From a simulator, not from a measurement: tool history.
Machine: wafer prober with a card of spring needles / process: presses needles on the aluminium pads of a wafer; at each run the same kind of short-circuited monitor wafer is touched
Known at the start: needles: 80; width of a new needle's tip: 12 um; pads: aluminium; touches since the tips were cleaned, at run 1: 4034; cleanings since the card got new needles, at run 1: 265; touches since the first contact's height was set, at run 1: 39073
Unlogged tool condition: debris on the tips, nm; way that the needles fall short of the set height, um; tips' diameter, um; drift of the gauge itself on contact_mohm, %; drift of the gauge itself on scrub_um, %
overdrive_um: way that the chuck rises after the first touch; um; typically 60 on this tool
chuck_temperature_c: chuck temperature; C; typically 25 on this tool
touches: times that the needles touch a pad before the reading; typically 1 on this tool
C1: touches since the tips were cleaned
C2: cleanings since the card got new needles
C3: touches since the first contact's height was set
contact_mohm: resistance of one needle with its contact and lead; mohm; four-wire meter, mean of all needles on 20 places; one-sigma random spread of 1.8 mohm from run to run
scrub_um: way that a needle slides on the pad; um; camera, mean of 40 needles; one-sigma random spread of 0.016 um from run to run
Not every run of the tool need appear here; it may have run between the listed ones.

{"run": 1, "hour": 0.0, "overdrive_um": 60, "chuck_temperature_c": 25, "touches": 1, "C1": 4034, "C2": 265, "C3": 39073, "contact_mohm": 254, "scrub_um": 7.79}
{"hour": 2.1, "done": "tips cleaned on abrasive film"}
{"hour": 12.1, "done": "tips cleaned on abrasive film"}
{"hour": 20.1, "done": "tips cleaned on abrasive film"}
{"hour": 30.1, "done": "tips cleaned on abrasive film"}
{"hour": 40.1, "done": "tips cleaned on abrasive film"}
{"run": 2, "hour": 40.1, "overdrive_um": 60, "chuck_temperature_c": 25, "touches": 1, "C1": 0, "C2": 270, "C3": 60302, "contact_mohm": 207, "scrub_um": 7.77}
{"hour": 50.1, "done": "tips cleaned on abrasive film"}
{"hour": 60.2, "done": "tips cleaned on abrasive film"}
{"hour": 70.2, "done": "tips cleaned on abrasive film"}
{"hour": 80.2, "done": "tips cleaned on abrasive film"}
{"hour": 90.2, "done": "tips cleaned on abrasive film"}
{"hour": 100.2, "done": "tips cleaned on abrasive film"}
{"run": 3, "hour": 102.1, "overdrive_um": 61, "chuck_temperature_c": 25, "touches": 1, "C1": 1004, "C2": 276, "C3": 93159, "contact_mohm": 226, "scrub_um": 7.82}
{"hour": 104.4, "done": "height of the first contact set anew"}
{"hour": 110.4, "done": "tips cleaned on abrasive film"}
{"hour": 118.4, "done": "tips cleaned on abrasive film"}
{"hour": 128.5, "done": "tips cleaned on abrasive film"}
{"hour": 138.5, "done": "tips cleaned on abrasive film"}
{"hour": 148.5, "done": "tips cleaned on abrasive film"}
{"hour": 158.5, "done": "tips cleaned on abrasive film"}
{"hour": 168.3, "done": "tips cleaned on abrasive film"}
{"run": 4, "hour": 168.3, "overdrive_um": 61, "chuck_temperature_c": 25, "touches": 1, "C1": 0, "C2": 283, "C3": 33890, "contact_mohm": 211, "scrub_um": 7.68}
{"hour": 176.4, "done": "tips cleaned on abrasive film"}
{"hour": 186.4, "done": "tips cleaned on abrasive film"}
{"hour": 196.4, "done": "tips cleaned on abrasive film"}
{"hour": 204.4, "done": "tips cleaned on abrasive film"}
{"hour": 214.4, "done": "tips cleaned on abrasive film"}
{"hour": 224.5, "done": "tips cleaned on abrasive film"}
{"run": 5, "hour": 224.9, "overdrive_um": 60, "chuck_temperature_c": 25, "touches": 1, "C1": 216, "C2": 289, "C3": 63837, "contact_mohm": 210, "scrub_um": 7.49}
{"hour": 232.9, "done": "tips cleaned on abrasive film"}
{"hour": 240.9, "done": "tips cleaned on abrasive film"}
{"hour": 250.9, "done": "tips cleaned on abrasive film"}
{"hour": 260.9, "done": "tips cleaned on abrasive film"}
{"run": 6, "hour": 266.4, "overdrive_um": 60, "chuck_temperature_c": 25, "touches": 1, "C1": 2924, "C2": 293, "C3": 85873, "contact_mohm": 251, "scrub_um": 7.43}
{"hour": 270.5, "done": "tips cleaned on abrasive film"}
{"hour": 280.5, "done": "tips cleaned on abrasive film"}
{"hour": 282.8, "done": "height of the first contact set anew"}
{"hour": 290.8, "done": "tips cleaned on abrasive film"}
{"hour": 300.8, "done": "tips cleaned on abrasive film"}
{"hour": 308.8, "done": "tips cleaned on abrasive film"}
{"run": 7, "hour": 316.0, "overdrive_um": 60, "chuck_temperature_c": 25, "touches": 1, "C1": 3866, "C2": 298, "C3": 17670, "contact_mohm": 255, "scrub_um": 7.82}
{"hour": 318.1, "done": "tips cleaned on abrasive film"}
{"hour": 328.1, "done": "tips cleaned on abrasive film"}
{"hour": 338.2, "done": "tips cleaned on abrasive film"}
{"hour": 346.2, "done": "tips cleaned on abrasive film"}
{"hour": 356.2, "done": "tips cleaned on abrasive film"}
{"hour": 366.2, "done": "tips cleaned on abrasive film"}
{"hour": 376.2, "done": "tips cleaned on abrasive film"}
{"hour": 386.2, "done": "tips cleaned on abrasive film"}
{"run": 8, "hour": 394.1, "overdrive_um": 60, "chuck_temperature_c": 25, "touches": 1, "C1": 4211, "C2": 306, "C3": 59043, "contact_mohm": 259, "scrub_um": 7.75}
{"hour": 396.2, "done": "tips cleaned on abrasive film"}
{"hour": 406.2, "done": "tips cleaned on abrasive film"}
{"hour": 414.4, "done": "height of the first contact set anew, once more"}
{"hour": 416.5, "done": "tips cleaned on abrasive film"}
{"hour": 426.5, "done": "tips cleaned on abrasive film"}
{"hour": 436.5, "done": "tips cleaned on abrasive film"}
{"hour": 446.5, "done": "tips cleaned on abrasive film"}
{"hour": 456.5, "done": "tips cleaned on abrasive film"}
{"hour": 466.6, "done": "tips cleaned on abrasive film"}
{"hour": 476.6, "done": "tips cleaned on abrasive film"}
{"run": 9, "hour": 478.3, "overdrive_um": 60, "chuck_temperature_c": 25, "touches": 1, "C1": 900, "C2": 315, "C3": 33815, "contact_mohm": 224, "scrub_um": 7.84}
{"hour": 486.3, "done": "tips cleaned on abrasive film"}
{"hour": 496.3, "done": "tips cleaned on abrasive film"}
{"hour": 504.3, "done": "tips cleaned on abrasive film"}
{"hour": 514.3, "done": "tips cleaned on abrasive film"}
{"hour": 522.4, "done": "tips cleaned on abrasive film"}
{"hour": 532.4, "done": "tips cleaned on abrasive film"}
{"hour": 542.4, "done": "tips cleaned on abrasive film"}
{"run": 10, "hour": 544.4, "overdrive_um": 60, "chuck_temperature_c": 25, "touches": 1, "C1": 1064, "C2": 322, "C3": 68857, "contact_mohm": 224, "scrub_um": 7.73}
{"hour": 550.6, "done": "tips cleaned on abrasive film"}
{"hour": 558.6, "done": "tips cleaned on abrasive film"}
{"hour": 568.6, "done": "tips cleaned on abrasive film"}
{"hour": 578.6, "done": "tips cleaned on abrasive film"}
{"hour": 586.7, "done": "tips cleaned on abrasive film"}
{"run": 11, "hour": 589.2, "overdrive_um": 60, "chuck_temperature_c": 25, "touches": 1, "C1": 1335, "C2": 327, "C3": 92580, "contact_mohm": 232, "scrub_um": 7.64}
{"hour": 593.4, "done": "height of the first contact set anew"}
{"hour": 595.5, "done": "tips cleaned on abrasive film"}
{"hour": 605.5, "done": "tips cleaned on abrasive film"}
{"hour": 615.5, "done": "tips cleaned on abrasive film"}
{"hour": 625.6, "done": "tips cleaned on abrasive film"}
{"hour": 635.6, "done": "tips cleaned on abrasive film"}
{"run": 12, "hour": 638.3, "overdrive_um": 60, "chuck_temperature_c": 54, "touches": 3, "C1": 1489, "C2": 332, "C3": 23788, "contact_mohm": 221, "scrub_um": 7.82}
{"hour": 644.4, "done": "tips cleaned on abrasive film"}
{"hour": 654.4, "done": "tips cleaned on abrasive film"}
{"hour": 664.4, "done": "tips cleaned on abrasive film"}
{"hour": 674.4, "done": "tips cleaned on abrasive film"}
{"hour": 684.4, "done": "tips cleaned on abrasive film"}
{"hour": 694.5, "done": "tips cleaned on abrasive film"}
{"hour": 704.5, "done": "tips cleaned on abrasive film"}
{"hour": 714.5, "done": "tips cleaned on abrasive film"}
{"run": 13, "hour": 720.3, "overdrive_um": 60, "chuck_temperature_c": 54, "touches": 3, "C1": 3112, "C2": 340, "C3": 67249, "contact_mohm": 229, "scrub_um": 7.74}
{"hour": 724.4, "done": "tips cleaned on abrasive film"}
{"hour": 732.4, "done": "tips cleaned on abrasive film"}
{"hour": 742.4, "done": "tips cleaned on abrasive film"}
{"hour": 752.4, "done": "tips cleaned on abrasive film"}
{"hour": 762.4, "done": "tips cleaned on abrasive film"}
{"run": 14, "hour": 770.3, "overdrive_um": 60, "chuck_temperature_c": 47, "touches": 1, "C1": 4198, "C2": 345, "C3": 93744, "contact_mohm": 274, "scrub_um": 7.68}
{"hour": 772.3, "done": "tips cleaned on abrasive film"}
{"hour": 772.6, "done": "height of the first contact set anew"}
{"hour": 780.7, "done": "tips cleaned on abrasive film"}
{"hour": 790.7, "done": "tips cleaned on abrasive film"}
{"hour": 800.7, "done": "tips cleaned on abrasive film"}
{"hour": 810.7, "done": "tips cleaned on abrasive film"}
{"hour": 820.7, "done": "tips cleaned on abrasive film"}
{"hour": 828.7, "done": "tips cleaned on abrasive film"}
{"hour": 838.8, "done": "tips cleaned on abrasive film"}
{"hour": 848.7, "done": "tips cleaned on abrasive film"}
{"run": 15, "hour": 848.7, "overdrive_um": 60, "chuck_temperature_c": 47, "touches": 1, "C1": 0, "C2": 354, "C3": 40296, "contact_mohm": 213, "scrub_um": 7.8}
{"hour": 858.7, "done": "tips cleaned on abrasive film"}
{"hour": 868.7, "done": "tips cleaned on abrasive film"}
{"hour": 878.7, "done": "tips cleaned on abrasive film"}
{"hour": 888.7, "done": "tips cleaned on abrasive film"}
{"hour": 898.7, "done": "tips cleaned on abrasive film"}
{"hour": 910.7, "done": "card fitted with new needles"}
{"hour": 918.8, "done": "tips cleaned on abrasive film"}
{"hour": 928.8, "done": "tips cleaned on abrasive film"}
{"run": 16, "hour": 933.3, "overdrive_um": 43, "chuck_temperature_c": 25, "touches": 1, "C1": 2434, "C2": 2, "C3": 11991, "contact_mohm": 230, "scrub_um": 5.63}
{"hour": 937.4, "done": "tips cleaned on abrasive film"}
{"hour": 947.4, "done": "tips cleaned on abrasive film"}
{"hour": 955.4, "done": "tips cleaned on abrasive film"}
{"hour": 965.4, "done": "tips cleaned on abrasive film"}
{"hour": 975.5, "done": "tips cleaned on abrasive film"}
{"run": 17, "hour": 982.2, "overdrive_um": 43, "chuck_temperature_c": 34, "touches": 1, "C1": 3600, "C2": 7, "C3": 37890, "contact_mohm": 241, "scrub_um": 5.59}
{"hour": 984.3, "done": "tips cleaned on abrasive film"}
{"hour": 994.3, "done": "tips cleaned on abrasive film"}
{"hour": 1004.3, "done": "tips cleaned on abrasive film"}
{"hour": 1014.3, "done": "tips cleaned on abrasive film"}
{"hour": 1024.3, "done": "tips cleaned on abrasive film"}
{"hour": 1034.3, "done": "tips cleaned on abrasive film"}
{"hour": 1044.3, "done": "tips cleaned on abrasive film"}
{"hour": 1054.3, "done": "tips cleaned on abrasive film"}
{"hour": 1063.6, "done": "tips cleaned on abrasive film"}
{"run": 18, "hour": 1063.6, "overdrive_um": 43, "chuck_temperature_c": 34, "touches": 1, "C1": 0, "C2": 16, "C3": 81040, "contact_mohm": 207, "scrub_um": 5.46}
{"hour": 1073.7, "done": "tips cleaned on abrasive film"}
{"hour": 1081.7, "done": "tips cleaned on abrasive film"}
{"hour": 1089.9, "done": "height of the first contact set anew"}
{"hour": 1092.0, "done": "tips cleaned on abrasive film"}
{"hour": 1102.0, "done": "tips cleaned on abrasive film"}
{"hour": 1112.0, "done": "tips cleaned on abrasive film"}
{"hour": 1122.0, "done": "tips cleaned on abrasive film"}
{"run": 19, "hour": 1127.7, "overdrive_um": 43, "chuck_temperature_c": 34, "touches": 1, "C1": 3046, "C2": 22, "C3": 20035, "contact_mohm": 243, "scrub_um": 5.6}
{"hour": 1131.8, "done": "tips cleaned on abrasive film"}
{"hour": 1141.8, "done": "tips cleaned on abrasive film"}
{"hour": 1151.8, "done": "tips cleaned on abrasive film"}
{"hour": 1161.8, "done": "tips cleaned on abrasive film"}
{"hour": 1169.9, "done": "tips cleaned on abrasive film"}
{"hour": 1179.9, "done": "tips cleaned on abrasive film"}
{"hour": 1188.1, "done": "tips cleaned on abrasive film"}
{"run": 20, "hour": 1188.1, "overdrive_um": 60, "chuck_temperature_c": 87, "touches": 1, "C1": 0, "C2": 29, "C3": 51998, "contact_mohm": 214, "scrub_um": 7.75}
{"hour": 1196.1, "done": "tips cleaned on abrasive film"}
{"hour": 1206.1, "done": "tips cleaned on abrasive film"}
{"hour": 1216.2, "done": "tips cleaned on abrasive film"}
{"hour": 1226.2, "done": "tips cleaned on abrasive film"}
{"run": 21, "hour": 1228.5, "overdrive_um": 60, "chuck_temperature_c": 87, "touches": 1, "C1": 1264, "C2": 33, "C3": 73439, "contact_mohm": 224, "scrub_um": 7.72}

Forecast each of these 4 alternatives for the next run:
{"hour": 1234.6, "done": "tips cleaned on abrasive film"}
{"hour": 1244.6, "done": "tips cleaned on abrasive film"}
{"hour": 1254.6, "done": "tips cleaned on abrasive film"}
{"hour": 1262.6, "done": "tips cleaned on abrasive film"}
{"hour": 1268.9, "done": "height of the first contact set anew"}
{"hour": 1272.9, "done": "tips cleaned on abrasive film"}
{"run": "A", "hour": 1279.7, "overdrive_um": 75, "chuck_temperature_c": 56, "touches": 1, "C1": 3639, "C2": 38, "C3": 5763, "contact_mohm": "?", "scrub_um": "?"}
{"hour": 1234.6, "done": "tips cleaned on abrasive film"}
{"hour": 1244.6, "done": "tips cleaned on abrasive film"}
{"hour": 1254.6, "done": "tips cleaned on abrasive film"}
{"hour": 1262.6, "done": "tips cleaned on abrasive film"}
{"hour": 1268.9, "done": "height of the first contact set anew"}
{"hour": 1272.9, "done": "tips cleaned on abrasive film"}
{"run": "B", "hour": 1279.7, "overdrive_um": 43, "chuck_temperature_c": 25, "touches": 2, "C1": 3639, "C2": 38, "C3": 5763, "contact_mohm": "?", "scrub_um": "?"}
{"hour": 1234.6, "done": "tips cleaned on abrasive film"}
{"hour": 1244.6, "done": "tips cleaned on abrasive film"}
{"hour": 1254.6, "done": "tips cleaned on abrasive film"}
{"hour": 1262.6, "done": "tips cleaned on abrasive film"}
{"hour": 1268.9, "done": "height of the first contact set anew"}
{"hour": 1272.9, "done": "tips cleaned on abrasive film"}
{"run": "C", "hour": 1279.7, "overdrive_um": 61, "chuck_temperature_c": 87, "touches": 2, "C1": 3639, "C2": 38, "C3": 5763, "contact_mohm": "?", "scrub_um": "?"}
{"hour": 1234.6, "done": "tips cleaned on abrasive film"}
{"hour": 1244.6, "done": "tips cleaned on abrasive film"}
{"hour": 1254.6, "done": "tips cleaned on abrasive film"}
{"hour": 1262.6, "done": "tips cleaned on abrasive film"}
{"hour": 1268.9, "done": "height of the first contact set anew"}
{"hour": 1272.9, "done": "tips cleaned on abrasive film"}
{"run": "D", "hour": 1279.7, "overdrive_um": 60, "chuck_temperature_c": 46, "touches": 2, "C1": 3639, "C2": 38, "C3": 5763, "contact_mohm": "?", "scrub_um": "?"}

run=A contact_mohm=220 scrub_um=9.86
run=B contact_mohm=228 scrub_um=5.61
run=C contact_mohm=225 scrub_um=7.99
run=D contact_mohm=214 scrub_um=7.85
Had the tool no hidden state, the same runs would have come out as:
run=A contact_mohm=200 scrub_um=9.88
run=B contact_mohm=198 scrub_um=5.62
run=C contact_mohm=210 scrub_um=8.01
run=D contact_mohm=197 scrub_um=7.86

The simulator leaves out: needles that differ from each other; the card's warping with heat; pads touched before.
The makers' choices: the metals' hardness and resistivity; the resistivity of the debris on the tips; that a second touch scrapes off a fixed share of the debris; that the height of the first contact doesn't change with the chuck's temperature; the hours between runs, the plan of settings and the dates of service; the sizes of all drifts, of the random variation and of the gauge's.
